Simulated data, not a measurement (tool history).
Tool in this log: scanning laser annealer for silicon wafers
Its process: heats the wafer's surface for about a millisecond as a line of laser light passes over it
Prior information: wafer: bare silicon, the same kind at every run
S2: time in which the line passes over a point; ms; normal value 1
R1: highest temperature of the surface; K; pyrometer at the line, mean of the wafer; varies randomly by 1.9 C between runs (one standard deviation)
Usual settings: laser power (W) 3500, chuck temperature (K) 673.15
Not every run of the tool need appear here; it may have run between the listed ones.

run 1 hour=0 | laser_power_(W)=3500 S2=1 chuck_temperature_(K)=673.15 | R1=1414.15
run 2 hour=42.7 | laser_power_(W)=3500 S2=1 chuck_temperature_(K)=673.15 | R1=1411.15
run 3 hour=72.8 | laser_power_(W)=3149 S2=1 chuck_temperature_(K)=673.15 | R1=1334.15
run 4 hour=112.5 | laser_power_(W)=3500 S2=0.71 chuck_temperature_(K)=673.15 | R1=1292.15
run 5 hour=168.8 | laser_power_(W)=3500 S2=1 chuck_temperature_(K)=707.15 | R1=1433.15
-- hour=188.8 window over the wafer cleaned
run 6 hour=213.1 | laser_power_(W)=3500 S2=1 chuck_temperature_(K)=707.15 | R1=1475.15
run 7 hour=237.7 | laser_power_(W)=3500 S2=1 chuck_temperature_(K)=707.15 | R1=1473.15
run 8 hour=281.3 | laser_power_(W)=3500 S2=1 chuck_temperature_(K)=707.15 | R1=1470.15
-- hour=308.4 optics aligned, line set to its width
run 9 hour=317.9 | laser_power_(W)=3500 S2=1 chuck_temperature_(K)=707.15 | R1=1477.15
run 10 hour=362.2 | laser_power_(W)=3500 S2=1 chuck_temperature_(K)=707.15 | R1=1477.15
run 11 hour=415.5 | laser_power_(W)=3500 S2=1 chuck_temperature_(K)=707.15 | R1=1473.15
run 12 hour=447.3 | laser_power_(W)=3500 S2=1 chuck_temperature_(K)=673.15 | R1=1440.15
run 13 hour=497.3 | laser_power_(W)=3500 S2=1 chuck_temperature_(K)=673.15 | R1=1434.15
run 14 hour=527.8 | laser_power_(W)=3500 S2=1 chuck_temperature_(K)=673.15 | R1=1435.15
run 15 hour=553.5 | laser_power_(W)=3500 S2=1 chuck_temperature_(K)=673.15 | R1=1433.15
run 16 hour=597.7 | laser_power_(W)=3500 S2=1 chuck_temperature_(K)=635.15 | R1=1393.15
run 17 hour=643.1 | laser_power_(W)=3500 S2=1 chuck_temperature_(K)=673.15 | R1=1425.15
run 18 hour=685.5 | laser_power_(W)=3593 S2=0.82 chuck_temperature_(K)=650.15 | R1=1351.15
run 19 hour=734.4 | laser_power_(W)=3607 S2=1.2 chuck_temperature_(K)=674.15 | R1=1524.15
run 20 hour=768.4 | laser_power_(W)=3799 S2=1.01 chuck_temperature_(K)=663.15 | R1=1481.15
run 21 hour=796.2 | laser_power_(W)=3804 S2=0.94 chuck_temperature_(K)=673.15 | R1=1465.15
run 22 hour=844.2 | laser_power_(W)=3766 S2=0.83 chuck_temperature_(K)=667.15 | R1=1402.15
run 23 hour=884.1 | laser_power_(W)=3709 S2=1.17 chuck_temperature_(K)=678.15 | R1=1527.15
run 24 hour=924.9 | laser_power_(W)=3844 S2=0.77 chuck_temperature_(K)=678.15 | R1=1395.15
run 25 hour=972.4 | laser_power_(W)=3299 S2=0.76 chuck_temperature_(K)=676.15 | R1=1286.15
run 26 hour=996.6 | laser_power_(W)=3402 S2=1 chuck_temperature_(K)=673.15 | R1=1386.15
run 27 hour=1049.7 | laser_power_(W)=3500 S2=0.82 chuck_temperature_(K)=670.15 | R1=1333.15
run 28 hour=1075.8 | laser_power_(W)=3500 S2=0.81 chuck_temperature_(K)=673.15 | R1=1334.15
run 29 hour=1118.1 | laser_power_(W)=3588 S2=0.79 chuck_temperature_(K)=707.15 | R1=1373.15
-- hour=1140.9 window over the wafer cleaned
run 30 hour=1156.8 | laser_power_(W)=3334 S2=1.08 chuck_temperature_(K)=668.15 | R1=1429.15
run 31 hour=1199.4 | laser_power_(W)=3271 S2=0.92 chuck_temperature_(K)=654.15 | R1=1341.15
run 32 hour=1237.2 | laser_power_(W)=3619 S2=1 chuck_temperature_(K)=673.15 | R1=1464.15
run 33 hour=1276.3 | laser_power_(W)=3733 S2=0.99 chuck_temperature_(K)=673.15 | R1=1486.15
run 34 hour=1300.4 | laser_power_(W)=3397 S2=0.74 chuck_temperature_(K)=711.15 | R1=1349.15

Predict each of these 4 candidate next runs independently; none follows another, all start after run 34:
run A hour=1339.2 | laser_power_(W)=3681 S2=0.74 chuck_temperature_(K)=668.15 | R1=?
run B hour=1339.2 | laser_power_(W)=3037 S2=0.93 chuck_temperature_(K)=682.15 | R1=?
run C hour=1339.2 | laser_power_(W)=3075 S2=1.14 chuck_temperature_(K)=711.15 | R1=?
run D hour=1339.2 | laser_power_(W)=3250 S2=1.01 chuck_temperature_(K)=673.15 | R1=?

run=A R1=1359.15
run=B R1=1318.15
run=C R1=1419.15
run=D R1=1381.15
What these runs would have given with no unlogged condition in the tool:
run=A R1=1379.15
run=B R1=1337.15
run=C R1=1440.15
run=D R1=1402.15
